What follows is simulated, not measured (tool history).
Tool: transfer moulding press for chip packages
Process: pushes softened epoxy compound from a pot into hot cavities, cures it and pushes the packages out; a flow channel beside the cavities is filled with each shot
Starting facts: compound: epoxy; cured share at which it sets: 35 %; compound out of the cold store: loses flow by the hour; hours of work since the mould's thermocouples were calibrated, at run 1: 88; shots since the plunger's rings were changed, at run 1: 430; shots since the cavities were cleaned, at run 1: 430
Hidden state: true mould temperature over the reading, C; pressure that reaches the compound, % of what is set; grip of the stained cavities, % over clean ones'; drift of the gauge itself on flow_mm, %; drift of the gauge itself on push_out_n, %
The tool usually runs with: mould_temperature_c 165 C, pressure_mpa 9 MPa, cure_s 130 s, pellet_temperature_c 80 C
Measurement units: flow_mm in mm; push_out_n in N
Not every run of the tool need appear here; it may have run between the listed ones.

run   hour  mould_temperature_c  pressure_mpa  cure_s  pellet_temperature_c  hours of work since the mould's thermocouples were calibrated  shots since the plunger's rings were changed  shots since the cavities were cleaned  incoming compound's hours out of the cold store  flow_mm  push_out_n
  1      0                  165             9     130                    80                                                             88                                           430                                    430                                             10.6      635         489
  2   43.2                  165             9     130                    80                                                            115                                           808                                    808                                             34.5      588         529
  3   65.7                  165             9     130                    80                                                            129                                          1005                                   1005                                             32.7      599         539
      85.5  -- cavities cleaned with cleaning compound and waxed
  4   91.6                  165             9     130                    80                                                            144                                          1219                                     54                                             31.1      594         384
  5  125.7                  165             9     130                    80                                                            166                                          1517                                    352                                             32.6      592         475
  6  144.7                  165             9     130                    80                                                            177                                          1684                                    519                                             42.1      578         519
  7  168.1                  165             9     130                    80                                                            192                                          1888                                    723                                             44.6      572         520
  8  203.4                  165             9     130                    80                                                            214                                          2197                                   1032                                             36.7      580         527
     218.9  -- cavities cleaned with cleaning compound and waxed
  9  241.8                  165             9     130                    80                                                            237                                          2520                                    200                                             28.9      589         448
 10  288.4                  165             9     139                    80                                                            266                                          2928                                    608                                             19.4      604         506
 11  333.8                  165             9     139                    80                                                            295                                          3325                                   1005                                             35.8      575         516
     352.3  -- cavities cleaned with cleaning compound and waxed
 12  362.7                  165             9     139                    80                                                            312                                          3565                                     91                                             18.9      594         389
 13  383.8                  165             9     139                    80                                                            325                                          3750                                    276                                             20.2      594         447
       389  -- mould's thermocouples calibrated
 14  411.2                  165             9     139                    80                                                             14                                          3972                                    498                                             33.9      569         480
 15  451.3                  168          7.14     110                    77                                                             39                                          4323                                    849                                             11.7      527         588
 16  482.6                  158             9     120                    87                                                             58                                          4597                                   1123                                             14.8      603         909
     490.2  -- cavities cleaned with cleaning compound and waxed
 17  514.7                  158             9     120                    87                                                             78                                          4865                                    215                                             14.4      602         716
 18  544.9                  165          7.34     130                    80                                                             96                                          5129                                    479                                             24.4      517         499
     576.8  -- plunger's sealing rings changed
 19  581.6                  165          9.42     130                    80                                                            118                                            42                                    778                                             20.8      643         528
     625.8  -- cavities cleaned with cleaning compound and waxed
 20  628.6                  171          7.05     117                    70                                                            146                                           440                                     24                                             46.7      509         358
 21  656.8                  171          7.05     161                    80                                                            164                                           688                                    272                                             21.2      537         414
 22  697.5                  171          7.05     161                    80                                                            189                                          1044                                    628                                              9.4      553         479
 23  719.7                  166          8.56     157                    80                                                            203                                          1238                                    822                                             12.7      613         505
 24  750.9                  166          8.99     120                    82                                                            223                                          1511                                   1095                                             25.9      601         578
     758.7  -- cavities cleaned with cleaning compound and waxed
 25  787.8                  166          8.99     120                    82                                                            245                                          1821                                    255                                             27.2      595         474
 26  829.2                  165          7.95     152                    88                                                            271                                          2183                                    617                                             36.2      551         490
 27  873.5                  157          7.68     130                    80                                                            298                                          2571                                   1005                                             17.1      574         815
     892.1  -- cavities cleaned with cleaning compound and waxed
 28  897.6                  170          7.68     148                    82                                                            312                                          2769                                     48                                             24.9      542         351

Branching from run 28: 4 alternative next runs. What would each branch give?
     921.7  -- mould's thermocouples calibrated
  A  923.8                  158          9.28     148                    81                                                              1                                          2981                                    260                                             34.4        ?           ?
     921.7  -- mould's thermocouples calibrated
  B  923.8                  165          7.09     130                    85                                                              1                                          2981                                    260                                             31.7        ?           ?
     921.7  -- mould's thermocouples calibrated
  C  923.8                  165          7.21     130                    78                                                              1                                          2981                                    260                                             19.1        ?           ?
     921.7  -- mould's thermocouples calibrated
  D  923.8                  166             9     125                    70                                                              1                                          2981                                    260                                              8.3        ?           ?

run  flow_mm  push_out_n
  A      596         520
  B      517         448
  C      537         469
  D      616         470
The same runs, with their run-to-run variation unchanged, on a tool lacking any hidden condition would have given:
run  flow_mm  push_out_n
  A      624         393
  B      541         338
  C      562         353
  D      645         353

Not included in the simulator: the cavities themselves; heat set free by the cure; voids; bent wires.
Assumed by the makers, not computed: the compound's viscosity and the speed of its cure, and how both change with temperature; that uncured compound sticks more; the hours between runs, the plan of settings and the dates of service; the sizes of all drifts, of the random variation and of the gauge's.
